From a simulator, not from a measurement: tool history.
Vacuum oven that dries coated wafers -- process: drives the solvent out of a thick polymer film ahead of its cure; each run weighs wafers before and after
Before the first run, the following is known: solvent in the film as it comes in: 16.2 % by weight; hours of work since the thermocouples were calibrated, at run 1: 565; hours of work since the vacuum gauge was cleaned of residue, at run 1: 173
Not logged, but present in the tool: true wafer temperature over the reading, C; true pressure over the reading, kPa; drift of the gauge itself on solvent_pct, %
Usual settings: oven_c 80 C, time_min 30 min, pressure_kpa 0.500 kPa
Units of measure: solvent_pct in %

| run | day | oven_c | time_min | pressure_kpa | hours of work since the thermocouples were calibrated | hours of work since the vacuum gauge was cleaned of residue | solvent_pct |
|---|---|---|---|---|---|---|---|
| 1 | 0.000 | 80 | 30 | 0.500 | 565 | 173 | 1.09 |
| 2 | 1.083 | 80 | 30 | 0.500 | 585 | 193 | 1.02 |
| 3 | 2.000 | 80 | 30 | 0.500 | 602 | 210 | 1.08 |
| 4 | 2.546 | 80 | 30 | 0.500 | 612 | 220 | 1.09 |
| 5 | 3.196 | 78 | 30 | 0.500 | 624 | 232 | 1.45 |
| 6 | 3.946 | 78 | 30 | 0.500 | 638 | 246 | 1.40 |
| 7 | 4.425 | 78 | 30 | 0.500 | 647 | 255 | 1.48 |
| 8 | 5.562 | 78 | 30 | 1.251 | 668 | 276 | 2.38 |
| 9 | 6.671 | 85 | 30 | 1.251 | 689 | 297 | 1.35 |
| 10 | 7.354 | 80 | 30 | 0.500 | 702 | 310 | 1.14 |
| 11 | 8.533 | 92 | 30 | 0.500 | 724 | 332 | 0.40 |
| 12 | 9.592 | 80 | 30 | 0.500 | 744 | 352 | 1.20 |
|  | 9.754 | vacuum gauge cleaned of residue and calibrated |
| 13 | 10.746 | 73 | 21 | 0.786 | 764 | 19 | 4.39 |
| 14 | 11.912 | 73 | 21 | 0.786 | 786 | 40 | 4.51 |
| 15 | 12.750 | 87 | 38 | 1.411 | 801 | 56 | 1.20 |
| 16 | 13.700 | 77 | 43 | 1.216 | 819 | 74 | 2.01 |
| 17 | 14.388 | 87 | 31 | 0.500 | 832 | 86 | 0.64 |
| 18 | 15.517 | 83 | 47 | 0.266 | 853 | 107 | 0.55 |
|  | 16.150 | vacuum gauge cleaned of residue and calibrated, once more |
| 19 | 16.179 | 70 | 25 | 0.482 | 864 | 1 | 4.08 |
| 20 | 16.721 | 93 | 19 | 0.511 | 874 | 11 | 0.56 |
| 21 | 17.717 | 93 | 19 | 0.511 | 893 | 29 | 0.40 |
| 22 | 18.212 | 93 | 26 | 0.361 | 902 | 39 | 0.31 |
| 23 | 18.712 | 93 | 26 | 0.361 | 911 | 48 | 0.31 |
|  | 19.529 | oven's thermocouples calibrated |
| 24 | 19.962 | 80 | 15 | 1.953 | 8 | 70 | 3.97 |

3 ways to go on from here, each from the tool as it stands after run 24. What would each give?
| A | 20.812 | 77 | 30 | 1.698 | 24 | 85 | ? |
| B | 20.812 | 77 | 15 | 1.953 | 24 | 85 | ? |
| C | 20.812 | 80 | 34 | 0.500 | 24 | 85 | ? |

| run | solvent_pct |
|---|---|
| A | 2.56 |
| B | 4.88 |
| C | 0.78 |
Had the tool no hidden state, the same runs would have come out as:
| run | solvent_pct |
|---|---|
| A | 2.64 |
| B | 5.03 |
| C | 0.78 |

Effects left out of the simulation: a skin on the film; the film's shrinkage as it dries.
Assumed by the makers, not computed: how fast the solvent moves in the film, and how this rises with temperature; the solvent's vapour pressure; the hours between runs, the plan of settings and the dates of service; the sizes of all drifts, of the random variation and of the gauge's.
